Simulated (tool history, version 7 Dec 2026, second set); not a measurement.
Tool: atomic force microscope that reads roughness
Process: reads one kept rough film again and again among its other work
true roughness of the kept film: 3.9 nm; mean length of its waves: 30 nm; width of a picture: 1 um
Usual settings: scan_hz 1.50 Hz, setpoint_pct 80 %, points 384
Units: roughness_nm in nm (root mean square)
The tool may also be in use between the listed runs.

Run 1, hour 0.0: usual settings. Result: roughness_nm 1.938 nm (root mean square).
At hour 7.8: new tip fitted.
Run 2, hour 57.0: usual settings. Result: roughness_nm 2.068 nm (root mean square).
At hour 76.5: new tip fitted.
Run 3, hour 96.2: usual settings. Result: roughness_nm 2.412 nm (root mean square).
Run 4, hour 139.5: usual settings. Result: roughness_nm 1.879 nm (root mean square).
At hour 145.3: new tip fitted.
Run 5, hour 184.2: usual settings but points 415. Result: roughness_nm 2.159 nm (root mean square).
At hour 214.7: new tip fitted.
Run 6, hour 222.2: usual settings. Result: roughness_nm 2.640 nm (root mean square).
Run 7, hour 256.3: usual settings. Result: roughness_nm 2.103 nm (root mean square).
At hour 287.0: new tip fitted.
Run 8, hour 305.3: usual settings but scan_hz 0.57 Hz. Result: roughness_nm 2.722 nm (root mean square).
Run 9, hour 351.6: usual settings but scan_hz 0.57 Hz. Result: roughness_nm 2.071 nm (root mean square).
At hour 356.6: new tip fitted.
Run 10, hour 396.4: usual settings but points 771. Result: roughness_nm 2.160 nm (root mean square).
At hour 426.7: new tip fitted.
Run 11, hour 441.2: usual settings. Result: roughness_nm 2.540 nm (root mean square).
Run 12, hour 470.0: usual settings. Result: roughness_nm 2.062 nm (root mean square).
At hour 497.3: new tip fitted.
Run 13, hour 514.2: usual settings. Result: roughness_nm 2.505 nm (root mean square).
Run 14, hour 555.1: usual settings. Result: roughness_nm 1.935 nm (root mean square).
At hour 567.7: new tip fitted.
Run 15, hour 591.1: usual settings. Result: roughness_nm 2.348 nm (root mean square).
At hour 634.2: new tip fitted.
Run 16, hour 655.3: usual settings. Result: roughness_nm 2.398 nm (root mean square).
At hour 702.2: new tip fitted.
Run 17, hour 713.2: usual settings. Result: roughness_nm 2.606 nm (root mean square).
At hour 770.4: new tip fitted.
Run 18, hour 771.6: usual settings but setpoint_pct 75 %. Result: roughness_nm 2.848 nm (root mean square).
Run 19, hour 801.5: usual settings but setpoint_pct 75 %. Result: roughness_nm 2.361 nm (root mean square).
At hour 839.0: new tip fitted.
Run 20, hour 856.8: usual settings. Result: roughness_nm 2.514 nm (root mean square).
Run 21, hour 888.8: usual settings. Result: roughness_nm 2.053 nm (root mean square).
At hour 895.7: height scale calibrated on a step standard.
At hour 908.0: new tip fitted.
Run 22, hour 937.1: usual settings. Result: roughness_nm 2.309 nm (root mean square).
At hour 978.5: new tip fitted.
Run 23, hour 1002.0: usual settings but points 770. Result: roughness_nm 2.363 nm (root mean square).
At hour 1049.0: new tip fitted.
Run 24, hour 1058.7: usual settings but scan_hz 0.74 Hz, setpoint_pct 68 %, points 601. Result: roughness_nm 2.924 nm (root mean square).
At hour 1117.8: new tip fitted.
Run 25, hour 1127.4: usual settings but scan_hz 0.74 Hz, setpoint_pct 68 %, points 601. Result: roughness_nm 2.899 nm (root mean square).
Run 26, hour 1159.4: usual settings but scan_hz 0.64 Hz, setpoint_pct 63 %, points 874. Result: roughness_nm 2.430 nm (root mean square).
At hour 1184.5: height scale calibrated on a step standard, once more.
At hour 1191.1: new tip fitted.
Run 27, hour 1205.4: usual settings but scan_hz 3.52 Hz, setpoint_pct 66 %, points 316. Result: roughness_nm 2.476 nm (root mean square).
Run 28, hour 1247.9: usual settings but setpoint_pct 68 %. Result: roughness_nm 2.040 nm (root mean square).
At hour 1260.4: new tip fitted.
Run 29, hour 1295.4: usual settings but scan_hz 1.49 Hz, points 844. Result: roughness_nm 2.214 nm (root mean square).
At hour 1328.0: new tip fitted.
Run 30, hour 1354.5: usual settings but scan_hz 0.97 Hz, setpoint_pct 58 %, points 561. Result: roughness_nm 2.662 nm (root mean square).
At hour 1395.4: new tip fitted.
Run 31, hour 1422.4: usual settings but setpoint_pct 73 %. Result: roughness_nm 2.441 nm (root mean square).
Run 32, hour 1457.6: usual settings but scan_hz 0.60 Hz, setpoint_pct 56 %. Result: roughness_nm 2.200 nm (root mean square).
At hour 1467.1: new tip fitted.
Run 33, hour 1496.6: usual settings but scan_hz 0.60 Hz, setpoint_pct 56 %. Result: roughness_nm 2.612 nm (root mean square).
At hour 1535.7: new tip fitted.
Run 34, hour 1535.7: usual settings but scan_hz 0.55 Hz, setpoint_pct 59 %. Result: roughness_nm 3.239 nm (root mean square).
Run 35, hour 1595.8: usual settings but scan_hz 1.15 Hz, points 785. Result: roughness_nm 2.003 nm (root mean square).
At hour 1606.0: new tip fitted.
Run 36, hour 1634.0: usual settings but scan_hz 2.02 Hz, points 310. Result: roughness_nm 2.219 nm (root mean square).
At hour 1674.9: new tip fitted.
Run 37, hour 1675.6: usual settings but scan_hz 0.65 Hz, points 613. Result: roughness_nm 3.061 nm (root mean square).
Run 38, hour 1713.5: usual settings but scan_hz 1.48 Hz, points 307. Result: roughness_nm 2.161 nm (root mean square).
At hour 1746.2: new tip fitted.
Run 39, hour 1772.3: usual settings but scan_hz 0.60 Hz, setpoint_pct 61 %, points 595. Result: roughness_nm 2.655 nm (root mean square).
Run 40, hour 1804.7: usual settings but scan_hz 0.60 Hz, setpoint_pct 61 %, points 595. Result: roughness_nm 2.208 nm (root mean square).
At hour 1816.0: new tip fitted.
Run 41, hour 1866.4: usual settings but scan_hz 0.60 Hz, setpoint_pct 61 %, points 595. Result: roughness_nm 2.382 nm (root mean square).
At hour 1887.5: new tip fitted.
Run 42, hour 1901.2: usual settings but scan_hz 0.59 Hz, setpoint_pct 70 %, points 595. Result: roughness_nm 2.898 nm (root mean square).
Run 43, hour 1950.9: usual settings but scan_hz 0.58 Hz, setpoint_pct 77 %, points 997. Result: roughness_nm 2.089 nm (root mean square).
At hour 1957.6: new tip fitted.
Run 44, hour 2009.3: usual settings but scan_hz 1.82 Hz, setpoint_pct 57 %. Result: roughness_nm 2.201 nm (root mean square).
At hour 2025.1: new tip fitted.
Run 45, hour 2055.7: usual settings but scan_hz 0.85 Hz, setpoint_pct 71 %, points 402. Result: roughness_nm 2.518 nm (root mean square).

The same runs without the tool's hidden state, with the same run-to-run variation:
The hidden state here: radius of the tip, nm; height scale over the true one, %; drift of the gauge itself on roughness_nm, %.
run  roughness_nm
  1         2.832
  2         2.834
  3         2.821
  4         2.822
  5         2.843
  6         2.822
  7         2.842
  8         3.128
  9         3.114
 10         2.846
 11         2.819
 12         2.834
 13         2.837
 14         2.843
 15         2.819
 16         2.858
 17         2.825
 18         2.916
 19         2.920
 20         2.834
 21         2.820
 22         2.844
 23         2.832
 24         3.186
 25         3.171
 26         3.229
 27         2.795
 28         3.024
 29         2.849
 30         3.221
 31         2.958
 32         3.249
 33         3.245
 34         3.251
 35         2.947
 36         2.688
 37         3.103
 38         2.825
 39         3.260
 40         3.260
 41         3.266
 42         3.184
 43         3.149
 44         3.145
 45         3.116
